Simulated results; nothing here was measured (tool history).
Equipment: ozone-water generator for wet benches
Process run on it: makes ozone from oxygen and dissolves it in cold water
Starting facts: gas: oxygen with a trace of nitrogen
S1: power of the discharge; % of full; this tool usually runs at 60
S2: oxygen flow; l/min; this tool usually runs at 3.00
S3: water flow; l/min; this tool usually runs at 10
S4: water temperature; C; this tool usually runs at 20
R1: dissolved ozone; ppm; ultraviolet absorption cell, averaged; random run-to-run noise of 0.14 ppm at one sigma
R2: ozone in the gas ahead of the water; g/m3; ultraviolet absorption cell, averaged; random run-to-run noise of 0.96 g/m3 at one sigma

run 1 hour=0.0 | S1=60 S2=3.00 S3=10 S4=20 | R1=17.3 R2=162.3
run 2 hour=183.8 | S1=60 S2=3.00 S3=10 S4=20 | R1=17.5 R2=162.0
run 3 hour=331.4 | S1=60 S2=3.00 S3=10 S4=20 | R1=17.4 R2=162.4
-- hour=350.8 contactor cleaned
-- hour=380.4 water thermometer calibrated
run 4 hour=476.3 | S1=60 S2=3.00 S3=10 S4=20 | R1=17.6 R2=163.0
run 5 hour=606.3 | S1=80 S2=3.00 S3=10 S4=20 | R1=20.9 R2=194.6
run 6 hour=789.9 | S1=80 S2=3.00 S3=10 S4=20 | R1=20.6 R2=194.0
run 7 hour=922.9 | S1=80 S2=3.00 S3=10 S4=20 | R1=21.0 R2=193.9
run 8 hour=1028.8 | S1=80 S2=3.00 S3=10 S4=20 | R1=20.7 R2=194.4
run 9 hour=1198.7 | S1=80 S2=3.00 S3=10 S4=20 | R1=21.0 R2=193.9
run 10 hour=1278.0 | S1=80 S2=3.00 S3=10 S4=20 | R1=21.0 R2=193.0
run 11 hour=1438.5 | S1=80 S2=3.00 S3=10 S4=20 | R1=20.9 R2=195.2
run 12 hour=1558.8 | S1=80 S2=3.00 S3=10 S4=20 | R1=21.0 R2=194.4
run 13 hour=1660.9 | S1=60 S2=3.00 S3=10 S4=20 | R1=17.3 R2=161.4
run 14 hour=1746.7 | S1=60 S2=3.00 S3=10 S4=20 | R1=17.6 R2=160.3
run 15 hour=1922.8 | S1=60 S2=2.30 S3=10 S4=13 | R1=18.2 R2=178.3
run 16 hour=2021.4 | S1=60 S2=2.30 S3=13 S4=19 | R1=13.8 R2=178.2
run 17 hour=2143.4 | S1=59 S2=1.94 S3=13 S4=19 | R1=13.1 R2=184.6
run 18 hour=2276.1 | S1=73 S2=1.94 S3=11 S4=19 | R1=17.3 R2=214.3
run 19 hour=2409.7 | S1=60 S2=2.15 S3=8 S4=21 | R1=19.0 R2=181.3
run 20 hour=2533.4 | S1=60 S2=2.15 S3=8 S4=21 | R1=19.0 R2=180.6
run 21 hour=2610.0 | S1=60 S2=2.15 S3=8 S4=21 | R1=19.1 R2=181.3
run 22 hour=2733.5 | S1=60 S2=3.00 S3=10 S4=19 | R1=17.7 R2=157.6
run 23 hour=2889.3 | S1=60 S2=3.00 S3=10 S4=19 | R1=17.3 R2=159.7
run 24 hour=3014.7 | S1=57 S2=3.00 S3=8 S4=19 | R1=19.8 R2=152.2
run 25 hour=3099.3 | S1=60 S2=2.60 S3=8 S4=25 | R1=18.0 R2=166.9
run 26 hour=3184.2 | S1=60 S2=4.08 S3=8 S4=15 | R1=22.0 R2=141.8
run 27 hour=3279.6 | S1=60 S2=4.08 S3=8 S4=15 | R1=22.2 R2=141.0
-- hour=3300.8 gauge calibrated
run 28 hour=3440.8 | S1=50 S2=4.08 S3=8 S4=15 | R1=19.5 R2=127.9

5 ways to go on from here, each from the tool as it stands after run 28. What would each give?
run A hour=3591.0 | S1=60 S2=4.01 S3=10 S4=24 | R1=? R2=?
run B hour=3591.0 | S1=60 S2=3.00 S3=14 S4=20 | R1=? R2=?
run C hour=3591.0 | S1=73 S2=4.08 S3=12 S4=15 | R1=? R2=?
run D hour=3591.0 | S1=50 S2=4.08 S3=8 S4=27 | R1=? R2=?
run E hour=3591.0 | S1=50 S2=1.94 S3=8 S4=19 | R1=? R2=?

run=A R1=16.4 R2=144.3
run=B R1=13.8 R2=164.1
run=C R1=19.5 R2=162.2
run=D R1=15.4 R2=127.1
run=E R1=17.4 R2=170.9
Stripped of hidden state, with their random variation kept, the same runs would have yielded:
run=A R1=16.4 R2=145.0
run=B R1=13.8 R2=164.9
run=C R1=19.6 R2=163.0
run=D R1=15.4 R2=127.7
run=E R1=17.4 R2=171.7
